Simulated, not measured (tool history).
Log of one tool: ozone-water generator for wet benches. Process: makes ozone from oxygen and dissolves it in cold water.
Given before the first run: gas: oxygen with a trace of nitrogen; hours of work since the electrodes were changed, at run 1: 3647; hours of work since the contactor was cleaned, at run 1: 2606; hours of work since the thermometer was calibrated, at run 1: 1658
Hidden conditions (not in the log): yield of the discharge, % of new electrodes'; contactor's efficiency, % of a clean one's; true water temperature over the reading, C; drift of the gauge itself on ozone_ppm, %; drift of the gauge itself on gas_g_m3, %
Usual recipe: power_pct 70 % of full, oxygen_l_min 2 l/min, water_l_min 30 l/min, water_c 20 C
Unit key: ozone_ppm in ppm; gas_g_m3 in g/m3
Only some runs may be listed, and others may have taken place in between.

run,hour,power_pct,oxygen_l_min,water_l_min,water_c,hours of work since the electrodes were changed,hours of work since the contactor was cleaned,hours of work since the thermometer was calibrated,ozone_ppm,gas_g_m3
1,0,70,2,30,20,3647,2606,1658,5.7,154.8
2,125.9,70,2,45,20,3736,2695,1748,3.7,154.4
3,216.1,70,2,30,23,3800,2759,1812,5.6,153.4
4,379.3,70,2,30,23,3916,2875,1927,5.4,153.9
5,525.5,70,2,30,23,4019,2979,2031,5.5,153.3
6,640.4,70,2,30,23,4101,3060,2113,5.5,152.9
7,749.4,70,2,30,23,4178,3138,2190,5.4,153
8,840.7,70,1.59,30,20,4243,3202,2255,5.4,175.9
9,968.5,62,2.56,30,13,4334,3293,2345,5.6,117.3
10,1089.8,49,2,44,20,4420,3379,2431,2.9,115.5
11,1173.9,49,2,44,20,4479,3439,2491,2.6,113.1
12,1250.4,49,2,44,20,4533,3493,2545,2.9,115.6

Some steps in ozone_ppm, run to run, broken into two amounts with sign: the step expected even without the hidden condition (settings, incoming material, random variation), and the rest, left for the hidden condition together with whatever gauge scatter is not in both the measured and the hidden-condition-free result:
Run 9 -> 10: power_pct 62 -> 49, oxygen_l_min 2.56 -> 2, water_l_min 30 -> 44, water_c 13 -> 20. ozone_ppm -2.7 ppm: hidden state +0.5, all else -3.2.
